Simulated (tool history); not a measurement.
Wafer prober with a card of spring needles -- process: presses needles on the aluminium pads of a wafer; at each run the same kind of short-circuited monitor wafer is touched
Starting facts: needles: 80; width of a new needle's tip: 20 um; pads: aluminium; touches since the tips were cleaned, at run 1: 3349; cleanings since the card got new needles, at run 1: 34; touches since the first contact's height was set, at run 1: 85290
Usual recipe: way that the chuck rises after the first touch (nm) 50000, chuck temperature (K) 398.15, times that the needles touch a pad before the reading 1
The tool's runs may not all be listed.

run     day  way that the chuck rises after the first touch (nm)  chuck temperature (K)  times that the needles touch a pad before the reading  touches since the tips were cleaned  cleanings since the card got new needles  touches since the first contact's height was set  resistance of one needle with its contact and lead (mohm)  way that a needle slides on the pad (nm)
  1       0                                                50000                 398.15                                                      1                                 3349                                        34                                             85290                                                        302                                     10430
  2     0.4                                                50000                 398.15                                                      1                                 7350                                        34                                             89291                                                        297                                     10410
      0.492  -- tips cleaned on abrasive film
  3     1.1                                                50000                 398.15                                                      1                                 6061                                        35                                             96224                                                        298                                     10430
      1.338  -- tips cleaned on abrasive film
  4   1.688                                                50000                 398.15                                                      1                                 3501                                        36                                            102027                                                        297                                     10380
      2.171  -- tips cleaned on abrasive film
  5   2.171                                                50000                 398.15                                                      1                                    7                                        37                                            106796                                                        297                                     10350
  6     2.6                                                50000                 398.15                                                      1                                 4294                                        37                                            111083                                                        295                                     10390
      2.983  -- tips cleaned on abrasive film
  7   3.296                                                34000                 398.15                                                      1                                 3131                                        38                                            117980                                                        304                                      7070
      3.817  -- tips cleaned on abrasive film
  8    4.05                                                34000                 398.15                                                      1                                 2322                                        39                                            125460                                                        305                                      7070
      4.683  -- tips cleaned on abrasive film
  9   4.792                                                50000                 398.15                                                      1                                 1095                                        40                                            132817                                                        295                                     10420
      5.508  -- tips cleaned on abrasive film
 10   5.683                                                50000                 398.15                                                      1                                 1750                                        41                                            141637                                                        300                                     10390
      6.325  -- tips cleaned on abrasive film
 11   6.608                                                50000                 398.15                                                      1                                 2790                                        42                                            150810                                                        303                                     10400
      7.154  -- tips cleaned on abrasive film
 12   7.533                                                50000                 398.15                                                      1                                 3793                                        43                                            160007                                                        294                                     10320
      8.038  -- tips cleaned on abrasive film
 13   8.429                                                50000                 398.15                                                      1                                 3884                                        44                                            168894                                                        298                                     10340
      8.917  -- tips cleaned on abrasive film
 14    8.95                                                32000                 398.15                                                      1                                  333                                        45                                            174048                                                        303                                      6600
 15   9.521                                                32000                 398.15                                                      1                                 6036                                        45                                            179751                                                        304                                      6610
      9.754  -- tips cleaned on abrasive film
 16  10.329                                                50000                 398.15                                                      1                                 5702                                        46                                            187738                                                        299                                     10210
     10.571  -- tips cleaned on abrasive film
 17  11.146                                                37000                 299.15                                                      2                                 5752                                        47                                            195853                                                        272                                      7610
     11.412  -- tips cleaned on abrasive film
 18  12.042                                                31000                 310.15                                                      1                                 6273                                        48                                            204724                                                        277                                      6380
     12.238  -- tips cleaned on abrasive film
 19  12.492                                                50000                 398.15                                                      2                                 2565                                        49                                            209202                                                        291                                     10330
     13.083  -- tips cleaned on abrasive film
 20  13.346                                                64000                 398.15                                                      2                                 2625                                        50                                            217665                                                        292                                     13200
     13.971  -- tips cleaned on abrasive film
 21  13.979                                                43000                 319.15                                                      3                                   74                                        51                                            223911                                                        274                                      8860
 22  14.538                                                67000                 301.15                                                      3                                 5641                                        51                                            229478                                                        267                                     13770
     14.808  -- tips cleaned on abrasive film
 23  15.196                                                67000                 301.15                                                      3                                 3892                                        52                                            236027                                                        264                                     13810
     15.692  -- tips cleaned on abrasive film
     15.821  -- height of the first contact set anew
 24  15.996                                                45000                 322.15                                                      2                                 2928                                        53                                              1746                                                        275                                      9290
     16.083  -- gauge calibrated
     16.546  -- tips cleaned on abrasive film
 25  16.854                                                44000                 298.15                                                      2                                 3053                                        54                                             10232                                                        271                                      9210
 26  17.267                                                50000                 398.15                                                      2                                 7166                                        54                                             14345                                                        296                                     10360
     17.388  -- tips cleaned on abrasive film
 27  17.975                                                50000                 337.15                                                      2                                 5864                                        55                                             21394                                                        280                                     10430
     18.233  -- tips cleaned on abrasive film
 28  18.604                                                31000                 337.15                                                      1                                 3702                                        56                                             27604                                                        285                                      6480
     19.062  -- tips cleaned on abrasive film
 29  19.062                                                50000                 379.15                                                      2                                    0                                        57                                             32122                                                        292                                     10430
 30  19.583                                                43000                 315.15                                                      3                                 5188                                        57                                             37310                                                        272                                      8940
     19.888  -- tips cleaned on abrasive film
 31  20.029                                                33000                 317.15                                                      3                                 1426                                        58                                             41730                                                        280                                      6860
 32  20.521                                                33000                 317.15                                                      3                                 6340                                        58                                             46644                                                        279                                      6840

Here are 4 independent what-if runs from the current tool condition. What would each one return?
       20.7  -- tips cleaned on abrasive film
  A  20.975                                                47000                 317.15                                                      1                                 2728                                        59                                             51116                                                          ?                                         ?
       20.7  -- tips cleaned on abrasive film
  B  20.975                                                49000                 319.15                                                      2                                 2728                                        59                                             51116                                                          ?                                         ?
       20.7  -- tips cleaned on abrasive film
  C  20.975                                                33000                 382.15                                                      3                                 2728                                        59                                             51116                                                          ?                                         ?
       20.7  -- tips cleaned on abrasive film
  D  20.975                                                53000                 390.15                                                      1                                 2728                                        59                                             51116                                                          ?                                         ?

run  resistance of one needle with its contact and lead (mohm)  way that a needle slides on the pad (nm)
  A                                                        279                                      9720
  B                                                        273                                     10150
  C                                                        300                                      6870
  D                                                        296                                     10980
Without the tool's unlogged condition, the same runs would have read:
run  resistance of one needle with its contact and lead (mohm)  way that a needle slides on the pad (nm)
  A                                                        279                                      9770
  B                                                        273                                     10210
  C                                                        300                                      6910
  D                                                        296                                     11040

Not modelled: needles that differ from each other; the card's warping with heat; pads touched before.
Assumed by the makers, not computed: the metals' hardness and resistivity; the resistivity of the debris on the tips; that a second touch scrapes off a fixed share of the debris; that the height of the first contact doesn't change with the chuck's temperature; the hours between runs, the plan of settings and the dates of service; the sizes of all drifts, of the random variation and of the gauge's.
